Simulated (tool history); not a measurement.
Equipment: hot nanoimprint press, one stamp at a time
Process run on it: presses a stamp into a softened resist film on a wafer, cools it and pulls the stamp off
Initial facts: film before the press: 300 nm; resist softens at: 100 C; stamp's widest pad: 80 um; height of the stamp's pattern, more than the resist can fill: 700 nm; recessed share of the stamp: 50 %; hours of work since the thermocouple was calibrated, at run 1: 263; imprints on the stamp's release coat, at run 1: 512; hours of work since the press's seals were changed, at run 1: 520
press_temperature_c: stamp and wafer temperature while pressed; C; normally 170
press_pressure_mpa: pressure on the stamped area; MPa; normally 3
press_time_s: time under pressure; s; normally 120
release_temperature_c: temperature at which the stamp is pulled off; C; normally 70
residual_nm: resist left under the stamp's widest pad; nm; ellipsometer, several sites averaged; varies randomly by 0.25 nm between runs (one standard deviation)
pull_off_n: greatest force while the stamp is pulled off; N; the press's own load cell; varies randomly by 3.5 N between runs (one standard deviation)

run    day  press_temperature_c  press_pressure_mpa  press_time_s  release_temperature_c  hours of work since the thermocouple was calibrated  imprints on the stamp's release coat  hours of work since the press's seals were changed  residual_nm  pull_off_n
  1      0                  170                   3           120                     70                                                  263                                   512                                                 520        106.2         198
  2  0.733                  170                   3           120                     56                                                  276                                   575                                                 533        106.4         254
  3  1.121                  170                   3           120                     70                                                  283                                   608                                                 540        106.1         205
  4  1.579                  170                   3           120                     70                                                  292                                   647                                                 548          106         216
  5  1.933                  170                   3           120                     70                                                  298                                   678                                                 554        105.1         211
  6  2.579                  170                   3           120                     70                                                  310                                   733                                                 566        105.6         213
  7  3.275                  170                   3           120                     70                                                  322                                   793                                                 578        105.4         219
  8  3.808                  170                   3           120                     70                                                  332                                   839                                                 588        105.9         233
  9  4.533                  159                   3           120                     70                                                  345                                   901                                                 601        177.1         223
 10  5.121                  172                2.85           118                     78                                                  355                                   951                                                 611         98.4         200
 11  5.762                  172                2.85           176                     78                                                  367                                  1006                                                 623         83.9         201
 12   6.35                  170                   3           199                     73                                                  377                                  1056                                                 633         86.1         226
 13  6.771                  179                1.96            60                     74                                                  385                                  1092                                                 641        113.7         223
 14  7.362                  168                4.01           172                     59                                                  395                                  1143                                                 652         86.9         289
 15   8.05                  168                4.01           146                     67                                                  407                                  1202                                                 664         92.6         266
 16   8.75                  166                3.41           146                     68                                                  420                                  1262                                                 676          111         270
 17  9.062                  172                1.87           120                     60                                                  426                                  1289                                                 682        121.3         309

Each row is a separate what-if for the run after 17, all from the same tool condition, not one after another. Results?
  A  9.696                  170                2.31           120                     70                                                  437                                  1343                                                 693            ?           ?
  B  9.696                  172                2.64            75                     60                                                  437                                  1343                                                 693            ?           ?
  C  9.696                  161                1.87           143                     71                                                  437                                  1343                                                 693            ?           ?
  D  9.696                  170                   3           120                     70                                                  437                                  1343                                                 693            ?           ?

run  residual_nm  pull_off_n
  A        118.6         258
  B        121.7         292
  C        185.2         251
  D        104.4         260
Had the tool no hidden state, the same runs would have come out as:
run  residual_nm  pull_off_n
  A        122.8         163
  B        125.7         184
  C        191.3         159
  D        107.9         164
